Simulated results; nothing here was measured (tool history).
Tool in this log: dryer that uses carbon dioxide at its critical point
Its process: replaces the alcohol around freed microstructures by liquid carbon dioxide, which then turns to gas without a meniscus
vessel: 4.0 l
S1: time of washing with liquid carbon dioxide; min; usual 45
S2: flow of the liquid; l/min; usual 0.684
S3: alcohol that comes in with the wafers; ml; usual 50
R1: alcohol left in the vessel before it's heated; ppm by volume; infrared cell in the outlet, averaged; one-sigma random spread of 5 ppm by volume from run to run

run    hour  S1     S2   S3    R1
  1       0  45  0.684   50    51
         32  -- inlet filter changed
  2    50.5  45  0.684   50    46
  3   111.6  45  0.684   50    61
  4   174.9  45  0.684   50    69
  5   218.7  45  0.684   50    60
  6   266.4  45  0.684   50    71
  7   309.3  45  0.684   79    90
  8   355.2  45  0.684   67    92
  9   408.9  45  0.684   50    76
 10   456.6  45  0.684   50    98
 11   521.8  45  0.684   50   108
      533.9  -- inlet filter changed
 12   580.4  45  0.684   50    99
 13   625.1  45  0.844   50    89
 14   661.3  45  0.684   50   105
 15   702.4  45  0.684   50   123
 16   772.9  45  0.684   50   119
 17   812.5  51  0.684   50   105
 18   854.5  51  0.684   50   124
 19   906.7  31  0.784  118   366
 20   960.9  31  0.435  118  2194
 21  1015.1  51  0.435  118   507
     1039.9  -- inlet filter changed
 22  1089.7  68  0.731   47   126
 23  1139.2  68  0.797   28   130
 24  1171.7  68  0.797   28   131
 25  1215.9  68  0.643   28   145
     1228.6  -- purifier's bed changed
 26    1278  68  0.643   28    18
 27  1331.9  63  0.473   22    41
 28  1369.9  63  0.473   22    39
 29  1413.4  63  0.473   22    45
 30  1475.8  63  0.473   22    59
 31  1538.3  63  0.473   22    45

Alternative continuations, all from the tool just after run 31; predict every row:
       1545  -- inlet filter changed
  A  1596.4  52  0.473  22   ?
       1545  -- inlet filter changed
  B  1596.4  45  0.723  32   ?
       1545  -- inlet filter changed
  C  1596.4  71  0.473  60   ?
       1545  -- inlet filter changed
  D  1596.4  27  0.473  22   ?
       1545  -- inlet filter changed
  E  1596.4  64  0.684  46   ?

run   R1
  A   67
  B   56
  C   56
  D  438
  E   43
Take away the tool's hidden state, keep each run's random variation, and the runs would have read:
run   R1
  A   29
  B   18
  C   19
  D  392
  E    6

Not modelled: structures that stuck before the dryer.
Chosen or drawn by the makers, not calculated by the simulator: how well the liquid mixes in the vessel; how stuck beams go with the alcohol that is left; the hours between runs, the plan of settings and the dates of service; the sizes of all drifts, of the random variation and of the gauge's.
